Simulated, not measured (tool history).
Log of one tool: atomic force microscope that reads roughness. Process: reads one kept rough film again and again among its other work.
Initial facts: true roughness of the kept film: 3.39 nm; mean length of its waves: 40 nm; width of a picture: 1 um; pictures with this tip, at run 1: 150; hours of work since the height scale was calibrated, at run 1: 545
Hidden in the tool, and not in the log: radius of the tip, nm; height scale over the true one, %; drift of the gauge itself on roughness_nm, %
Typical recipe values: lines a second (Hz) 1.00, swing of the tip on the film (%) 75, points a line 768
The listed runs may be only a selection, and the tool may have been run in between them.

| run | hour | lines a second (Hz) | swing of the tip on the film (%) | points a line | pictures with this tip | hours of work since the height scale was calibrated | roughness of the kept film (nm (root mean square)) |
|---|---|---|---|---|---|---|---|
| 1 | 0.0 | 1.00 | 75 | 768 | 150 | 545 | 3.008 |
| 2 | 16.8 | 1.00 | 75 | 430 | 166 | 555 | 2.992 |
| 3 | 33.3 | 1.00 | 75 | 430 | 183 | 565 | 3.008 |
| 4 | 48.4 | 1.00 | 75 | 430 | 198 | 574 | 2.995 |
| 5 | 76.0 | 1.00 | 75 | 768 | 225 | 591 | 3.000 |
| 6 | 102.6 | 1.00 | 75 | 768 | 251 | 607 | 2.976 |
| 7 | 117.6 | 1.00 | 75 | 768 | 266 | 616 | 3.007 |
| 8 | 138.3 | 1.00 | 75 | 768 | 287 | 628 | 2.996 |
| 9 | 155.9 | 1.00 | 75 | 768 | 304 | 639 | 3.015 |
| 10 | 175.9 | 1.00 | 75 | 768 | 324 | 651 | 3.005 |
|  | 182.2 | new tip fitted |
| 11 | 188.8 | 1.00 | 75 | 768 | 6 | 658 | 3.014 |
| 12 | 207.4 | 1.00 | 75 | 345 | 25 | 669 | 2.993 |
| 13 | 221.8 | 1.00 | 75 | 345 | 39 | 678 | 2.982 |
| 14 | 238.4 | 0.69 | 82 | 622 | 55 | 688 | 2.973 |
| 15 | 263.6 | 3.17 | 60 | 790 | 80 | 703 | 2.971 |
| 16 | 276.2 | 1.33 | 75 | 963 | 93 | 711 | 2.928 |
| 17 | 293.6 | 1.55 | 59 | 265 | 110 | 721 | 3.047 |
| 18 | 308.1 | 1.55 | 59 | 265 | 124 | 730 | 3.061 |
| 19 | 326.6 | 2.03 | 69 | 265 | 143 | 741 | 2.930 |
| 20 | 347.4 | 0.70 | 71 | 688 | 163 | 754 | 3.107 |
| 21 | 363.4 | 2.83 | 75 | 671 | 179 | 763 | 2.731 |
| 22 | 387.2 | 2.83 | 75 | 671 | 203 | 778 | 2.713 |

Hidden state or all else? Some run-to-run changes of roughness of the kept film (nm (root mean square)), split into what the settings, what came in and random variation would give without the hidden state, and what is left for the hidden state (with any gauge scatter that isn't in both results):
Run 6 -> 7: nothing adjusted, nothing logged. roughness of the kept film (nm (root mean square)) +0.031: hidden state -0.002, all else +0.033.
Run 10 -> 11: new tip fitted. roughness of the kept film (nm (root mean square)) +0.009: hidden state +0.013, all else -0.004.
Run 19 -> 20: lines a second (Hz) 2.03 -> 0.70, swing of the tip on the film (%) 69 -> 71, points a line 265 -> 688. roughness of the kept film (nm (root mean square)) +0.177: hidden state -0.001, all else +0.178.
Run 20 -> 21: lines a second (Hz) 0.70 -> 2.83, swing of the tip on the film (%) 71 -> 75, points a line 688 -> 671. roughness of the kept film (nm (root mean square)) -0.376: hidden state +0.000, all else -0.376.

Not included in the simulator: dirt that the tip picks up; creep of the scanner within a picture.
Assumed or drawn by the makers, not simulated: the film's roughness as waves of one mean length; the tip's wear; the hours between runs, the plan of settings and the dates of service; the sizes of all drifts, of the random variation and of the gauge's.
